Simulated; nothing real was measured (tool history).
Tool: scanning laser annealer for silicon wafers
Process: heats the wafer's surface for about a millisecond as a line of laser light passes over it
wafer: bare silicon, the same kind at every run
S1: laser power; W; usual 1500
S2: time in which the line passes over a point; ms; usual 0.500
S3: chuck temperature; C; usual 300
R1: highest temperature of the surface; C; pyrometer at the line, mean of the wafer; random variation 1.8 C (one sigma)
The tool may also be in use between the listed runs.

{"run": 1, "hour": 0.0, "S1": 1500, "S2": 0.5, "S3": 300, "R1": 1061}
{"run": 2, "hour": 52.2, "S1": 1500, "S2": 0.5, "S3": 300, "R1": 1060}
{"run": 3, "hour": 99.5, "S1": 1500, "S2": 0.5, "S3": 300, "R1": 1057}
{"run": 4, "hour": 140.5, "S1": 1559, "S2": 0.5, "S3": 300, "R1": 1090}
{"run": 5, "hour": 163.3, "S1": 1559, "S2": 0.5, "S3": 300, "R1": 1092}
{"run": 6, "hour": 186.9, "S1": 1559, "S2": 0.5, "S3": 300, "R1": 1089}
{"hour": 196.2, "done": "optics aligned, line set to its width"}
{"run": 7, "hour": 214.6, "S1": 1500, "S2": 0.5, "S3": 300, "R1": 1050}
{"run": 8, "hour": 240.9, "S1": 1500, "S2": 0.611, "S3": 300, "R1": 1134}
{"run": 9, "hour": 264.9, "S1": 1500, "S2": 0.611, "S3": 300, "R1": 1131}
{"run": 10, "hour": 307.5, "S1": 1599, "S2": 0.389, "S3": 283, "R1": 988}
{"run": 11, "hour": 332.4, "S1": 1599, "S2": 0.389, "S3": 283, "R1": 985}
{"run": 12, "hour": 377.2, "S1": 1545, "S2": 0.5, "S3": 292, "R1": 1059}
{"run": 13, "hour": 424.9, "S1": 1545, "S2": 0.5, "S3": 292, "R1": 1057}
{"run": 14, "hour": 455.6, "S1": 1545, "S2": 0.5, "S3": 292, "R1": 1060}
{"hour": 499.8, "done": "optics aligned, line set to its width, once more"}
{"run": 15, "hour": 509.1, "S1": 1521, "S2": 0.5, "S3": 334, "R1": 1085}
{"run": 16, "hour": 546.1, "S1": 1486, "S2": 0.5, "S3": 300, "R1": 1027}
{"hour": 564.5, "done": "window over the wafer cleaned"}
{"run": 17, "hour": 571.1, "S1": 1497, "S2": 0.61, "S3": 311, "R1": 1177}
{"run": 18, "hour": 597.5, "S1": 1497, "S2": 0.61, "S3": 311, "R1": 1180}

Forecast each of these 5 alternatives for the next run:
{"run": "A", "hour": 620.9, "S1": 1623, "S2": 0.443, "S3": 311, "R1": "?"}
{"run": "B", "hour": 620.9, "S1": 1535, "S2": 0.503, "S3": 305, "R1": "?"}
{"run": "C", "hour": 620.9, "S1": 1565, "S2": 0.434, "S3": 301, "R1": "?"}
{"run": "D", "hour": 620.9, "S1": 1580, "S2": 0.405, "S3": 330, "R1": "?"}
{"run": "E", "hour": 620.9, "S1": 1349, "S2": 0.582, "S3": 311, "R1": "?"}

run=A R1=1113
run=B R1=1110
run=C R1=1061
run=D R1=1071
run=E R1=1054
Without the tool's hidden state the same runs would have given:
run=A R1=1112
run=B R1=1109
run=C R1=1060
run=D R1=1070
run=E R1=1053
